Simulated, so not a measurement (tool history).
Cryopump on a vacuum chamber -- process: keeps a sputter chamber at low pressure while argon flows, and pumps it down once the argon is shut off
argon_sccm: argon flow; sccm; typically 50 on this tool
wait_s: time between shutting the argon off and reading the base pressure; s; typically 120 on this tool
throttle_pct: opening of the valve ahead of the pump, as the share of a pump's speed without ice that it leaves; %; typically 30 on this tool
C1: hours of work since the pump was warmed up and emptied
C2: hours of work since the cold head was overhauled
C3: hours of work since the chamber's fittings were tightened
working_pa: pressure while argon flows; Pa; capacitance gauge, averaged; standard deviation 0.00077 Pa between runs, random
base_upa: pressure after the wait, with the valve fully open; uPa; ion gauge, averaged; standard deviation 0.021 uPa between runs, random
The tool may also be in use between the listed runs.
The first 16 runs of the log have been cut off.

Run 17, hour 1392.5: usual settings; C1 711; C2 2627; C3 1002. Result: working_pa 0.1601 Pa, base_upa 1.3 uPa.
Run 18, hour 1480.9: usual settings; C1 750; C2 2665; C3 1040. Result: working_pa 0.1604 Pa, base_upa 1.37 uPa.
Run 19, hour 1559.3: usual settings but wait_s 25 s; C1 784; C2 2699; C3 1074. Result: working_pa 0.1607 Pa, base_upa 2.17 uPa.
Run 20, hour 1668.9: usual settings but argon_sccm 21 sccm, wait_s 219 s, throttle_pct 32 %; C1 831; C2 2747; C3 1122. Result: working_pa 0.0648 Pa, base_upa 1.32 uPa.
Run 21, hour 1777.9: usual settings but argon_sccm 39 sccm, throttle_pct 55 %; C1 879; C2 2794; C3 1169. Result: working_pa 0.0757 Pa, base_upa 1.48 uPa.
Run 22, hour 1840.3: usual settings but wait_s 68 s; C1 906; C2 2822; C3 1196. Result: working_pa 0.1628 Pa, base_upa 1.7 uPa.
At hour 1879.7: pump warmed up, emptied and cooled again.
Run 23, hour 1917.2: usual settings but argon_sccm 56 sccm, wait_s 279 s; C1 16; C2 2853; C3 1228. Result: working_pa 0.166 Pa, base_upa 1.08 uPa.
Run 24, hour 1992.6: usual settings but argon_sccm 39 sccm, wait_s 36 s; C1 49; C2 2886; C3 1260. Result: working_pa 0.1154 Pa, base_upa 1.69 uPa.
Run 25, hour 2050.2: usual settings but argon_sccm 29 sccm, wait_s 199 s, throttle_pct 44 %; C1 74; C2 2911; C3 1286. Result: working_pa 0.0594 Pa, base_upa 1.18 uPa.
Run 26, hour 2100.5: usual settings but argon_sccm 27 sccm, throttle_pct 59 %; C1 96; C2 2933; C3 1307. Result: working_pa 0.0415 Pa, base_upa 1.31 uPa.
Run 27, hour 2186.2: usual settings but argon_sccm 44 sccm, wait_s 24 s; C1 133; C2 2970; C3 1345. Result: working_pa 0.1313 Pa, base_upa 2.15 uPa.
Run 28, hour 2296.5: usual settings but argon_sccm 44 sccm, wait_s 24 s; C1 181; C2 3018; C3 1393. Result: working_pa 0.1336 Pa, base_upa 2.09 uPa.
Run 29, hour 2365.7: usual settings but argon_sccm 73 sccm, wait_s 46 s, throttle_pct 26 %; C1 211; C2 3048; C3 1423. Result: working_pa 0.2538 Pa, base_upa 1.62 uPa.
Run 30, hour 2418.8: usual settings but argon_sccm 34 sccm, wait_s 54 s; C1 235; C2 3071; C3 1446. Result: working_pa 0.1036 Pa, base_upa 1.68 uPa.
Run 31, hour 2523.4: usual settings but argon_sccm 34 sccm, wait_s 54 s; C1 280; C2 3117; C3 1491. Result: working_pa 0.1023 Pa, base_upa 1.72 uPa.
Run 32, hour 2590.5: usual settings but argon_sccm 95 sccm, wait_s 115 s, throttle_pct 18 %; C1 309; C2 3146; C3 1521. Result: working_pa 0.4748 Pa, base_upa 1.47 uPa.
Run 33, hour 2675.4: usual settings but argon_sccm 68 sccm, wait_s 119 s, throttle_pct 44 %; C1 346; C2 3183; C3 1557. Result: working_pa 0.1457 Pa, base_upa 1.47 uPa.
Run 34, hour 2756.1: usual settings but wait_s 141 s; C1 381; C2 3218; C3 1593. Result: working_pa 0.1523 Pa, base_upa 1.5 uPa.
Run 35, hour 2821.3: usual settings but wait_s 141 s; C1 410; C2 3246; C3 1621. Result: working_pa 0.1542 Pa, base_upa 1.54 uPa.

Here are 3 independent what-if runs from the current tool condition. What would each one return?
Run A, hour 2904.7: usual settings but wait_s 109 s, throttle_pct 22 %; C1 446; C2 3282; C3 1657. Result: working_pa ?, base_upa ?.
Run B, hour 2904.7: usual settings but wait_s 181 s; C1 446; C2 3282; C3 1657. Result: working_pa ?, base_upa ?.
Run C, hour 2904.7: usual settings but argon_sccm 47 sccm, wait_s 141 s, throttle_pct 40 %; C1 446; C2 3282; C3 1657. Result: working_pa ?, base_upa ?.

run  working_pa  base_upa
  A      0.2084      1.67
  B      0.1547      1.57
  C      0.1103      1.62
Stripped of hidden state, with their random variation kept, the same runs would have yielded:
run  working_pa  base_upa
  A         0.2      0.38
  B      0.1464      0.29
  C      0.1024      0.34

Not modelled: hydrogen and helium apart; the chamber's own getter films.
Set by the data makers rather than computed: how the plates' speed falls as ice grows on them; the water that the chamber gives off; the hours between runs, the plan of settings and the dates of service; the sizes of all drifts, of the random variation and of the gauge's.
